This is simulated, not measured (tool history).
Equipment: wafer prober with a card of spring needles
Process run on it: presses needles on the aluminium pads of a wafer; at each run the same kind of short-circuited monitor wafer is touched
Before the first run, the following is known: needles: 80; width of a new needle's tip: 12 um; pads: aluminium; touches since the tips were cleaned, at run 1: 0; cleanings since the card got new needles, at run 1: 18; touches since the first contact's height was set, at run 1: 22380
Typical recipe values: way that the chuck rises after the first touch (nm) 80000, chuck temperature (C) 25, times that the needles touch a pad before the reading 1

run   hour  way that the chuck rises after the first touch (nm)  chuck temperature (C)  times that the needles touch a pad before the reading  touches since the tips were cleaned  cleanings since the card got new needles  touches since the first contact's height was set  resistance of one needle with its contact and lead (mohm)  way that a needle slides on the pad (nm)
  1      0                                                80000                     25                                                      1                                    0                                        18                                             22380                                                        235                                     10390
      18.2  -- tips cleaned on abrasive film
  2   18.6                                                80000                     25                                                      1                                  121                                        19                                             28220                                                        235                                     10410
      35.9  -- tips cleaned on abrasive film
  3   43.8                                                80000                     25                                                      1                                 2502                                        20                                             36166                                                        231                                     10440
      54.8  -- tips cleaned on abrasive film
      73.2  -- tips cleaned on abrasive film
  4   77.1                                                80000                     25                                                      1                                 1237                                        22                                             46654                                                        237                                     10460
      92.2  -- tips cleaned on abrasive film
  5  100.3                                                74000                     25                                                      1                                 2563                                        23                                             53971                                                        236                                      9690
     110.9  -- tips cleaned on abrasive film
     128.7  -- tips cleaned on abrasive film
  6    133                                                74000                     25                                                      1                                 1339                                        25                                             64238                                                        236                                      9700
       148  -- tips cleaned on abrasive film
  7  164.9                                                74000                     25                                                      1                                 5356                                        26                                             74307                                                        234                                      9740
     166.8  -- tips cleaned on abrasive film
     183.2  -- height of the first contact set anew
     185.8  -- tips cleaned on abrasive film
  8  187.5                                                74000                     25                                                      1                                  519                                        28                                              1325                                                        235                                      9750
     203.2  -- tips cleaned on abrasive film
  9  214.4                                                74000                     25                                                      1                                 3574                                        29                                              9828                                                        235                                      9760
     222.7  -- tips cleaned on abrasive film
 10  230.1                                                80000                     58                                                      1                                 2345                                        30                                             14758                                                        243                                     10570
     241.6  -- tips cleaned on abrasive film
 11  256.4                                                80000                     58                                                      1                                 4686                                        31                                             23050                                                        241                                     10570
     259.5  -- tips cleaned on abrasive film
     277.4  -- tips cleaned on abrasive film
 12  279.6                                                80000                     58                                                      2                                  712                                        33                                             30327                                                        240                                     10580
     295.4  -- tips cleaned on abrasive film
 13  308.2                                                80000                     25                                                      1                                 4040                                        34                                             39331                                                        237                                     10630
     310.1  -- gauge calibrated
     312.7  -- tips cleaned on abrasive film
     330.8  -- tips cleaned on abrasive film
 14    338                                                80000                     25                                                      1                                 2288                                        36                                             48719                                                        234                                     10410
     348.4  -- tips cleaned on abrasive film
 15  362.1                                                80000                     25                                                      1                                 4353                                        37                                             56311                                                        234                                     10420
       367  -- tips cleaned on abrasive film
     384.4  -- tips cleaned on abrasive film
 16  394.9                                                80000                     25                                                      3                                 3314                                        39                                             66607                                                        237                                     10470

What does the tool deliver on the next run?
     402.1  -- tips cleaned on abrasive film
 17  417.9                                                97000                    101                                                      1                                 5003                                        40                                             73860                                                          ?                                         ?

Run 17 measured resistance of one needle with its contact and lead (mohm) 254, way that a needle slides on the pad (nm) 12700.
If the tool had no hidden condition, the same run with the same run-to-run variation would have returned resistance of one needle with its contact and lead (mohm) 253, way that a needle slides on the pad (nm) 12610.
